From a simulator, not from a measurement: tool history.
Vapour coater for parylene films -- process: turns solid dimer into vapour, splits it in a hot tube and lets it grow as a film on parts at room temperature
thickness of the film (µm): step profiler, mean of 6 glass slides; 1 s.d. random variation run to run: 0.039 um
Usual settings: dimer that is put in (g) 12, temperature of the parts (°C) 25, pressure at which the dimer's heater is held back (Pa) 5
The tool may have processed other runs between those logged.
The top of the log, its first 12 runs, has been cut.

run    hour  dimer that is put in (g)  temperature of the parts (°C)  pressure at which the dimer's heater is held back (Pa)  thickness of the film (µm)
 13     467                        12                             25                                                       5                        4.24
 14   497.4                        12                             25                                                    6.08                        3.95
 15     521                        12                             25                                                       5                        4.13
 16     544                        12                             25                                                    2.95                        4.56
 17   592.9                        12                             28                                                    2.95                        4.21
 18   634.3                        12                             25                                                       5                        4.01
 19   655.2                        12                             25                                                       5                        4.04
 20   680.7                        13                             21                                                       5                        4.82
 21   712.5                        12                             26                                                    5.14                        3.83
 22   733.9                        14                             28                                                    2.42                        4.97
 23   765.5                         6                             37                                                    2.41                         1.7
 24   788.9                        14                             25                                                    6.97                         4.2
 25   834.3                        12                             25                                                       5                        3.81
      847.2  -- trap's valve overhauled
 26   872.1                        12                             25                                                       5                        4.25
 27     920                        12                             25                                                    3.18                        4.68
 28   950.5                         7                             25                                                    8.79                        2.15
 29   995.7                         7                             25                                                    8.79                        2.11
 30  1042.5                         6                             33                                                    9.49                        1.44
 31  1067.2                         7                             23                                                   10.13                        2.14
 32  1107.6                         6                             23                                                   10.13                        1.83
 33  1156.5                        21                             35                                                    6.31                        5.12
 34  1197.5                         9                             25                                                    2.84                        3.28
 35  1228.2                         9                             25                                                    2.84                        3.27
 36    1252                         9                             25                                                    2.84                        3.25
 37  1278.7                         9                             25                                                    2.84                        3.28

Consider 4 possible next runs. They are alternatives, not a sequence: every one starts from the tool as it was left by run 37. What does each give?
       1294  -- trap's valve overhauled
  A  1329.4                         8                             25                                                     2.7                           ?
       1294  -- trap's valve overhauled
  B  1329.4                        15                             33                                                    2.71                           ?
       1294  -- trap's valve overhauled
  C  1329.4                         9                             26                                                    7.61                           ?
       1294  -- trap's valve overhauled
  D  1329.4                        18                             36                                                   10.46                           ?

run  thickness of the film (µm)
  A                        3.22
  B                        5.02
  C                        2.77
  D                        4.05
Stripped of hidden state, with their random variation kept, the same runs would have yielded:
run  thickness of the film (µm)
  A                        3.21
  B                           5
  C                        2.76
  D                        4.03
